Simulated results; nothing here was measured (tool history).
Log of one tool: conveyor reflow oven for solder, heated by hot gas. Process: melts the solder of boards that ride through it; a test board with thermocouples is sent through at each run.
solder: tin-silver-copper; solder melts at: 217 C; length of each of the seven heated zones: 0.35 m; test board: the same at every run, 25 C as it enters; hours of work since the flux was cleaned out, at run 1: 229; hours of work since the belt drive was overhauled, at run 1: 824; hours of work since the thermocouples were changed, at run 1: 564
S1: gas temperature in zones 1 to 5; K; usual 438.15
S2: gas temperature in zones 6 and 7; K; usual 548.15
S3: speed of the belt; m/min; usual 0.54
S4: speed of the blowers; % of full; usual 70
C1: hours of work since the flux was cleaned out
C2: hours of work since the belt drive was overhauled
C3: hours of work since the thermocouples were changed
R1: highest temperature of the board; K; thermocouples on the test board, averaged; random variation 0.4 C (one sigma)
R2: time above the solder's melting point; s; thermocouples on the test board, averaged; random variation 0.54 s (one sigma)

run,hour,S1,S2,S3,S4,C1,C2,C3,R1,R2
1,0,438.15,548.15,0.54,70,229,824,564,530.95,60.1
2,30.7,438.15,548.15,0.54,70,248,843,583,531.25,59.6
3,63.6,438.15,548.15,0.614,70,269,864,604,526.25,47.5
4,101.5,438.15,548.15,0.614,70,293,887,628,525.85,48.6
# hour 114.3: thermocouples of zones 6 and 7 changed
# hour 135.7: flux residue cleaned out of gas plates and filters
5,137.3,438.15,548.15,0.54,70,1,905,11,529.25,59
6,173.8,438.15,548.15,0.54,70,24,928,34,529.55,59.3
7,203.5,438.15,548.15,0.54,70,42,947,53,529.95,58.8
# hour 225.1: flux residue cleaned out of gas plates and filters, once more
8,237.1,450.15,548.15,0.54,70,8,965,71,533.15,66.4
9,274.6,450.15,548.15,0.54,70,31,988,94,533.45,66.9
10,296.1,450.15,548.15,0.54,70,44,1002,108,533.65,65.7
# hour 308.8: belt drive overhauled, speed set with a stopwatch
11,341.4,450.15,548.15,0.54,70,70,20,133,531.75,64.3
12,372.5,450.15,548.15,0.54,70,90,40,153,531.85,63.8
13,411.6,450.15,556.15,0.54,70,114,64,177,538.95,67.3
14,434.9,438.15,548.15,0.54,70,129,79,192,530.75,58
15,457.2,438.15,548.15,0.54,70,143,93,206,530.15,59.3
16,490.1,438.15,548.15,0.54,70,163,114,227,530.15,57
17,526.2,438.15,548.15,0.545,55,186,136,249,524.25,52.4
18,566.3,438.15,548.15,0.54,85,211,161,274,533.95,60.8
19,590.2,438.15,548.15,0.54,85,226,176,289,533.05,60.9
20,627.9,450.15,548.15,0.552,89,250,200,313,535.25,65.3
21,645.6,425.15,555.15,0.458,87,261,211,324,544.65,75.9
22,677.7,425.15,555.15,0.458,87,281,231,344,544.95,75.9
23,702.4,425.15,555.15,0.458,87,296,246,359,543.85,75.4
# hour 727: flux residue cleaned out of gas plates and filters
24,739.5,438.15,548.15,0.455,70,8,266,380,537.35,75.8
25,757.6,438.15,548.15,0.455,70,19,278,391,537.25,75.1
26,780.5,438.15,548.15,0.455,70,33,292,405,536.55,76.8
27,813,438.15,536.15,0.479,70,54,313,426,524.55,63.3
28,848.4,438.15,536.15,0.479,70,76,335,448,524.45,63.3
29,867.3,438.15,536.15,0.479,70,88,347,460,523.95,62.8
30,904.5,423.15,549.15,0.54,70,111,370,483,529.55,54.5

Hidden state or all else? Some run-to-run changes of R1, split into what the settings, what came in and random variation would give without the hidden state, and what is left for the hidden state (with any gauge scatter that isn't in both results):
The hidden state here: heat that the gas passes to the board, % of a clean oven's; belt's true speed, % of the reading; true gas temperature in zones 6 and 7 over the reading, C; drift of the gauge itself on peak_c, C; drift of the gauge itself on liquid_s, %.
Run 4 -> 5: S3 0.614 -> 0.54, thermocouples of zones 6 and 7 changed, flux residue cleaned out of gas plates and filters. R1 +3.4 K: hidden state -1.5, all else +4.9.
Run 7 -> 8: S1 438.15 -> 450.15, flux residue cleaned out of gas plates and filters, once more. R1 +3.2 K: hidden state +1.8, all else +1.4.
Run 17 -> 18: S3 0.545 -> 0.54, S4 55 -> 85. R1 +9.7 K: hidden state +0, all else +9.7.
Run 20 -> 21: S1 450.15 -> 425.15, S2 548.15 -> 555.15, S3 0.552 -> 0.458, S4 89 -> 87. R1 +9.4 K: hidden state +0.1, all else +9.3.
Run 23 -> 24: S1 425.15 -> 438.15, S2 555.15 -> 548.15, S3 0.458 -> 0.455, S4 87 -> 70, flux residue cleaned out of gas plates and filters. R1 -6.5 K: hidden state +1.3, all else -7.8.
Run 26 -> 27: S2 548.15 -> 536.15, S3 0.455 -> 0.479. R1 -12 K: hidden state +0, all else -12.
